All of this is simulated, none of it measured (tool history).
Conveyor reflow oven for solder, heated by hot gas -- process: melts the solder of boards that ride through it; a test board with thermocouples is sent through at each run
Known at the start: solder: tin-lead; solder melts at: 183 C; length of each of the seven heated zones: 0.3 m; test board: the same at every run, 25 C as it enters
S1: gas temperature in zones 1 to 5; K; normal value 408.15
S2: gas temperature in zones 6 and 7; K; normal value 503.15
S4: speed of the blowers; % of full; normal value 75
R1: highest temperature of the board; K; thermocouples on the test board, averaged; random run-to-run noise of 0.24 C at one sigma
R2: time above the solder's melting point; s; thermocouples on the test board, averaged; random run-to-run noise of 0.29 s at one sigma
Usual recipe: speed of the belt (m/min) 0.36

{"run": 1, "day": 0.0, "S1": 408.15, "S2": 503.15, "speed of the belt (m/min)": 0.36, "S4": 75, "R1": 483.85, "R2": 65.5}
{"run": 2, "day": 0.429, "S1": 408.15, "S2": 503.15, "speed of the belt (m/min)": 0.36, "S4": 75, "R1": 483.55, "R2": 66}
{"run": 3, "day": 0.762, "S1": 408.15, "S2": 503.15, "speed of the belt (m/min)": 0.36, "S4": 75, "R1": 483.75, "R2": 65.9}
{"run": 4, "day": 1.171, "S1": 408.15, "S2": 503.15, "speed of the belt (m/min)": 0.36, "S4": 75, "R1": 483.25, "R2": 65.9}
{"run": 5, "day": 1.608, "S1": 408.15, "S2": 503.15, "speed of the belt (m/min)": 0.426, "S4": 75, "R1": 477.45, "R2": 46.5}
{"run": 6, "day": 2.088, "S1": 408.15, "S2": 503.15, "speed of the belt (m/min)": 0.36, "S4": 75, "R1": 483.75, "R2": 65.8}
{"run": 7, "day": 2.471, "S1": 408.15, "S2": 503.15, "speed of the belt (m/min)": 0.36, "S4": 75, "R1": 483.55, "R2": 65.4}
{"run": 8, "day": 2.958, "S1": 408.15, "S2": 503.15, "speed of the belt (m/min)": 0.36, "S4": 75, "R1": 486.25, "R2": 70}
{"run": 9, "day": 3.25, "S1": 408.15, "S2": 503.15, "speed of the belt (m/min)": 0.36, "S4": 75, "R1": 486.25, "R2": 70.6}
{"run": 10, "day": 3.596, "S1": 408.15, "S2": 503.15, "speed of the belt (m/min)": 0.341, "S4": 75, "R1": 487.95, "R2": 76.3}
{"run": 11, "day": 4.062, "S1": 408.15, "S2": 503.15, "speed of the belt (m/min)": 0.36, "S4": 75, "R1": 486.85, "R2": 70.4}
{"run": 12, "day": 4.438, "S1": 408.15, "S2": 503.15, "speed of the belt (m/min)": 0.36, "S4": 75, "R1": 486.25, "R2": 70.3}
{"run": 13, "day": 4.888, "S1": 408.15, "S2": 503.15, "speed of the belt (m/min)": 0.36, "S4": 75, "R1": 486.15, "R2": 70}
{"run": 14, "day": 5.25, "S1": 408.15, "S2": 503.15, "speed of the belt (m/min)": 0.36, "S4": 75, "R1": 486.55, "R2": 70.3}
{"run": 15, "day": 5.688, "S1": 408.15, "S2": 503.15, "speed of the belt (m/min)": 0.36, "S4": 75, "R1": 486.15, "R2": 69.5}
{"run": 16, "day": 6.125, "S1": 416.15, "S2": 503.15, "speed of the belt (m/min)": 0.36, "S4": 75, "R1": 487.35, "R2": 75.4}
{"run": 17, "day": 6.658, "S1": 416.15, "S2": 503.15, "speed of the belt (m/min)": 0.36, "S4": 75, "R1": 486.75, "R2": 73.9}
{"run": 18, "day": 7.138, "S1": 409.15, "S2": 498.15, "speed of the belt (m/min)": 0.311, "S4": 69, "R1": 484.35, "R2": 79.6}
{"run": 19, "day": 7.429, "S1": 403.15, "S2": 503.15, "speed of the belt (m/min)": 0.419, "S4": 75, "R1": 479.75, "R2": 48.4}
{"run": 20, "day": 7.883, "S1": 419.15, "S2": 516.15, "speed of the belt (m/min)": 0.383, "S4": 61, "R1": 493.05, "R2": 74.6}
{"run": 21, "day": 8.112, "S1": 408.15, "S2": 496.15, "speed of the belt (m/min)": 0.304, "S4": 51, "R1": 479.15, "R2": 71.5}
{"run": 22, "day": 8.379, "S1": 398.15, "S2": 516.15, "speed of the belt (m/min)": 0.356, "S4": 63, "R1": 492.05, "R2": 70.6}
{"run": 23, "day": 8.696, "S1": 398.15, "S2": 516.15, "speed of the belt (m/min)": 0.356, "S4": 63, "R1": 492.05, "R2": 70.7}
{"run": 24, "day": 8.954, "S1": 418.15, "S2": 503.15, "speed of the belt (m/min)": 0.36, "S4": 75, "R1": 486.85, "R2": 74}
{"run": 25, "day": 9.408, "S1": 394.15, "S2": 496.15, "speed of the belt (m/min)": 0.381, "S4": 66, "R1": 472.65, "R2": 40.5}
{"run": 26, "day": 9.9, "S1": 394.15, "S2": 496.15, "speed of the belt (m/min)": 0.381, "S4": 66, "R1": 473.05, "R2": 39.9}
{"run": 27, "day": 10.138, "S1": 407.15, "S2": 503.15, "speed of the belt (m/min)": 0.36, "S4": 75, "R1": 484.85, "R2": 66.7}
{"run": 28, "day": 10.462, "S1": 407.15, "S2": 516.15, "speed of the belt (m/min)": 0.353, "S4": 75, "R1": 496.35, "R2": 80.3}
{"run": 29, "day": 10.692, "S1": 407.15, "S2": 516.15, "speed of the belt (m/min)": 0.353, "S4": 75, "R1": 496.75, "R2": 79.8}

Withheld: 3 entries from between the runs. Position of each, and hidden state at the listed run before versus the listed run after:
After run 7, before run 8: flux residue cleaned out of gas plates and filters (day 2.958)
  heat that the gas passes to the board, % of a clean oven's: 88.8 -> 99.8; belt's true speed, % of the reading: 99.23 -> 99.22; true gas temperature in zones 6 and 7 over the reading, C: -1.17 -> -1.18
  the result without the hidden state subtracted from the measured one, R1: -4.1 -> -0.9 K; R2: -5.2 -> -0.2 s
After run 10, before run 11: belt drive overhauled, speed set with a stopwatch (day 3.808)
  heat that the gas passes to the board, % of a clean oven's: 99.4 -> 99.2; belt's true speed, % of the reading: 99.19 -> 99.08; true gas temperature in zones 6 and 7 over the reading, C: -1.2 -> -1.22
  the result without the hidden state subtracted from the measured one, R1: -1 -> -0.9 K; R2: -0.4 -> -0.3 s
After run 16, before run 17: belt drive overhauled, speed set with a stopwatch, once more (day 6.321)
  heat that the gas passes to the board, % of a clean oven's: 98 -> 97.7; belt's true speed, % of the reading: 98.99 -> 100.2; true gas temperature in zones 6 and 7 over the reading, C: -1.29 -> -1.31
  the result without the hidden state subtracted from the measured one, R1: -1.3 -> -1.8 K; R2: -0.6 -> -2.1 s
